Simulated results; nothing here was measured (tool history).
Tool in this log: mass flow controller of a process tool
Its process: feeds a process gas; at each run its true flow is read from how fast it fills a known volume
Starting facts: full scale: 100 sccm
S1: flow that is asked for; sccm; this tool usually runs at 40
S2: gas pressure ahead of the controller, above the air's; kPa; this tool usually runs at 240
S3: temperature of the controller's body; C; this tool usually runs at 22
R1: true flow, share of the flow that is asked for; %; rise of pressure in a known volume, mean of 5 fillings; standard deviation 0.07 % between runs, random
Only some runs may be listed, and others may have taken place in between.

run 1 hour=0 | S1=40 S2=240 S3=22 | R1=98.87
run 2 hour=51.5 | S1=40 S2=240 S3=23 | R1=98.86
run 3 hour=107.1 | S1=40 S2=164 S3=22 | R1=98.83
run 4 hour=176.4 | S1=40 S2=164 S3=22 | R1=98.83
run 5 hour=249.9 | S1=40 S2=164 S3=22 | R1=99.1
run 6 hour=318.4 | S1=40 S2=240 S3=22 | R1=99.55
run 7 hour=389 | S1=40 S2=240 S3=22 | R1=99.68
run 8 hour=435.5 | S1=40 S2=240 S3=22 | R1=99.75
run 9 hour=509.9 | S1=60 S2=240 S3=22 | R1=100.41
run 10 hour=581.1 | S1=60 S2=240 S3=22 | R1=100.65
run 11 hour=629.2 | S1=40 S2=240 S3=35 | R1=98.82
run 12 hour=672.9 | S1=40 S2=240 S3=22 | R1=100.25
run 13 hour=719.1 | S1=40 S2=240 S3=22 | R1=100.35
run 14 hour=784.7 | S1=40 S2=201 S3=22 | R1=100.41
run 15 hour=866.4 | S1=40 S2=201 S3=23 | R1=100.34
run 16 hour=918.7 | S1=28 S2=231 S3=33 | R1=99.23
run 17 hour=992 | S1=12 S2=240 S3=22 | R1=100.19
run 18 hour=1041.2 | S1=12 S2=240 S3=22 | R1=100.27
run 19 hour=1110.9 | S1=58 S2=161 S3=22 | R1=101.21
run 20 hour=1155.8 | S1=29 S2=251 S3=37 | R1=99.34
run 21 hour=1198.2 | S1=13 S2=141 S3=37 | R1=98.39
run 22 hour=1260.5 | S1=13 S2=141 S3=37 | R1=98.63
run 23 hour=1300.6 | S1=13 S2=141 S3=34 | R1=99.08
run 24 hour=1343.5 | S1=13 S2=141 S3=34 | R1=99.08

Run by run, hidden condition taken away, random variation retained:
Unlogged tool condition in this case: flow at rest that the sensor doesn't see, % of full scale; true flow over the shown one, %; drift of the gauge itself on true_pct, %.
run=1 R1=98.86
run=2 R1=98.76
run=3 R1=98.61
run=4 R1=98.47
run=5 R1=98.6
run=6 R1=98.91
run=7 R1=98.9
run=8 R1=98.87
run=9 R1=99.38
run=10 R1=99.48
run=11 R1=97.58
run=12 R1=98.91
run=13 R1=98.91
run=14 R1=98.85
run=15 R1=98.61
run=16 R1=97.42
run=17 R1=98.21
run=18 R1=98.2
run=19 R1=98.99
run=20 R1=97.07
run=21 R1=96.06
run=22 R1=96.18
run=23 R1=96.53
run=24 R1=96.45
